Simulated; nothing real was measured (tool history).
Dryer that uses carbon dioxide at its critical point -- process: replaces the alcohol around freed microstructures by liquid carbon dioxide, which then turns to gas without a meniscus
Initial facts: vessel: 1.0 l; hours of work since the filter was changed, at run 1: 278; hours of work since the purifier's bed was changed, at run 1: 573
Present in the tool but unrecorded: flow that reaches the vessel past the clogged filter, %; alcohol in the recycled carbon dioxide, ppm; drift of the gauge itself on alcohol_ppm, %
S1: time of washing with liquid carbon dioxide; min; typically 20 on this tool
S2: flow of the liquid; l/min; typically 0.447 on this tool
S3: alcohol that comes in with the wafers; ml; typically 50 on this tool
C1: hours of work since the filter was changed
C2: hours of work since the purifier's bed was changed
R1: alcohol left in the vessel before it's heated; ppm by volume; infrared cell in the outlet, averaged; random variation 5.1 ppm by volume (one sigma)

{"run": 1, "hour": 0.0, "S1": 20, "S2": 0.447, "S3": 50, "C1": 278, "C2": 573, "R1": 267}
{"run": 2, "hour": 37.0, "S1": 20, "S2": 0.447, "S3": 50, "C1": 295, "C2": 591, "R1": 269}
{"run": 3, "hour": 68.4, "S1": 20, "S2": 0.447, "S3": 50, "C1": 310, "C2": 605, "R1": 283}
{"run": 4, "hour": 96.6, "S1": 20, "S2": 0.745, "S3": 50, "C1": 323, "C2": 618, "R1": 197}
{"run": 5, "hour": 130.4, "S1": 20, "S2": 0.745, "S3": 50, "C1": 339, "C2": 634, "R1": 214}
{"run": 6, "hour": 182.3, "S1": 20, "S2": 0.745, "S3": 50, "C1": 363, "C2": 658, "R1": 202}
{"run": 7, "hour": 225.1, "S1": 20, "S2": 0.745, "S3": 50, "C1": 383, "C2": 678, "R1": 218}
{"run": 8, "hour": 269.1, "S1": 20, "S2": 0.745, "S3": 50, "C1": 403, "C2": 699, "R1": 222}
{"hour": 316.6, "done": "inlet filter changed"}
{"run": 9, "hour": 321.4, "S1": 21, "S2": 0.447, "S3": 50, "C1": 2, "C2": 723, "R1": 250}
{"run": 10, "hour": 345.0, "S1": 20, "S2": 0.447, "S3": 40, "C1": 13, "C2": 734, "R1": 269}
{"run": 11, "hour": 396.3, "S1": 20, "S2": 0.601, "S3": 50, "C1": 37, "C2": 758, "R1": 243}
{"run": 12, "hour": 444.7, "S1": 20, "S2": 0.601, "S3": 50, "C1": 60, "C2": 780, "R1": 246}
{"run": 13, "hour": 490.5, "S1": 20, "S2": 0.578, "S3": 100, "C1": 81, "C2": 802, "R1": 274}
{"run": 14, "hour": 518.5, "S1": 20, "S2": 0.578, "S3": 100, "C1": 94, "C2": 815, "R1": 266}
{"run": 15, "hour": 559.9, "S1": 20, "S2": 0.578, "S3": 100, "C1": 113, "C2": 834, "R1": 271}
{"run": 16, "hour": 583.9, "S1": 20, "S2": 0.492, "S3": 50, "C1": 125, "C2": 845, "R1": 291}
{"run": 17, "hour": 625.1, "S1": 13, "S2": 0.58, "S3": 46, "C1": 144, "C2": 865, "R1": 422}
{"run": 18, "hour": 655.7, "S1": 12, "S2": 0.462, "S3": 46, "C1": 158, "C2": 879, "R1": 997}
{"run": 19, "hour": 704.6, "S1": 12, "S2": 0.462, "S3": 46, "C1": 181, "C2": 902, "R1": 1025}
{"run": 20, "hour": 727.0, "S1": 12, "S2": 0.462, "S3": 46, "C1": 191, "C2": 912, "R1": 1033}
{"run": 21, "hour": 775.5, "S1": 12, "S2": 0.462, "S3": 46, "C1": 214, "C2": 935, "R1": 1079}

Here are 3 independent what-if runs from the current tool condition. What would each one return?
{"run": "A", "hour": 805.5, "S1": 15, "S2": 0.297, "S3": 21, "C1": 228, "C2": 949, "R1": "?"}
{"run": "B", "hour": 805.5, "S1": 12, "S2": 0.462, "S3": 120, "C1": 228, "C2": 949, "R1": "?"}
{"run": "C", "hour": 805.5, "S1": 20, "S2": 0.447, "S3": 70, "C1": 228, "C2": 949, "R1": "?"}

run=A R1=1091
run=B R1=2357
run=C R1=385
With the hidden condition removed and each run's random variation left untouched, the same runs would have given:
run=A R1=621
run=B R1=1504
run=C R1=54
